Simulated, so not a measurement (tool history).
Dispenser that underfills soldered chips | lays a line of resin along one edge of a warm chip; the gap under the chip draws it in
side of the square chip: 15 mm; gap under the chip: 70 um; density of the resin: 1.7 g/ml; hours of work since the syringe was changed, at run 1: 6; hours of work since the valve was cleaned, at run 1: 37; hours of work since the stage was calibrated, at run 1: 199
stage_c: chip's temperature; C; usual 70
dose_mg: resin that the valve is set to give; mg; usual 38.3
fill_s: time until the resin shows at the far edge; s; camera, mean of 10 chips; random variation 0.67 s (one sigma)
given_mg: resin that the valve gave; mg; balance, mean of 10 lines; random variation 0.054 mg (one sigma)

run  hour  stage_c  dose_mg  hours of work since the syringe was changed  hours of work since the valve was cleaned  hours of work since the stage was calibrated  fill_s  given_mg
  1   0.0       70     38.3                                            6                                         37                                           199    82.1     37.48
      4.2  -- new syringe of resin
  2  12.2       70     38.3                                            5                                         45                                           207    79.7     37.32
     17.6  -- new syringe of resin
     18.6  -- dispensing valve cleaned and set on the balance
  3  24.4       70     38.3                                            4                                          4                                           214    74.4     38.25
     31.4  -- new syringe of resin
  4  38.2       70     38.3                                            4                                         12                                           222    76.1     38.01
     43.7  -- new syringe of resin
  5  55.0       70     38.3                                            7                                         23                                           233    88.3     37.74
     56.3  -- new syringe of resin
  6  66.8       70     38.3                                            7                                         31                                           240    86.3     37.60
     68.3  -- new syringe of resin
  7  74.7       70     38.3                                            4                                         35                                           245    78.9     37.46
     80.5  -- new syringe of resin
  8  83.3       70     38.3                                            2                                         41                                           251    69.9     37.35

The next listed run, before its measurement:
     93.2  -- new syringe of resin
     96.8  -- dispensing valve cleaned and set on the balance
  9  97.2       70     32.8                                            2                                          0                                           259       ?         ?

Run 9 gave fill_s 73.0 s, given_mg 32.75 mg.
Without the tool's hidden state the same run would have given fill_s 62.3 s, given_mg 32.80 mg.

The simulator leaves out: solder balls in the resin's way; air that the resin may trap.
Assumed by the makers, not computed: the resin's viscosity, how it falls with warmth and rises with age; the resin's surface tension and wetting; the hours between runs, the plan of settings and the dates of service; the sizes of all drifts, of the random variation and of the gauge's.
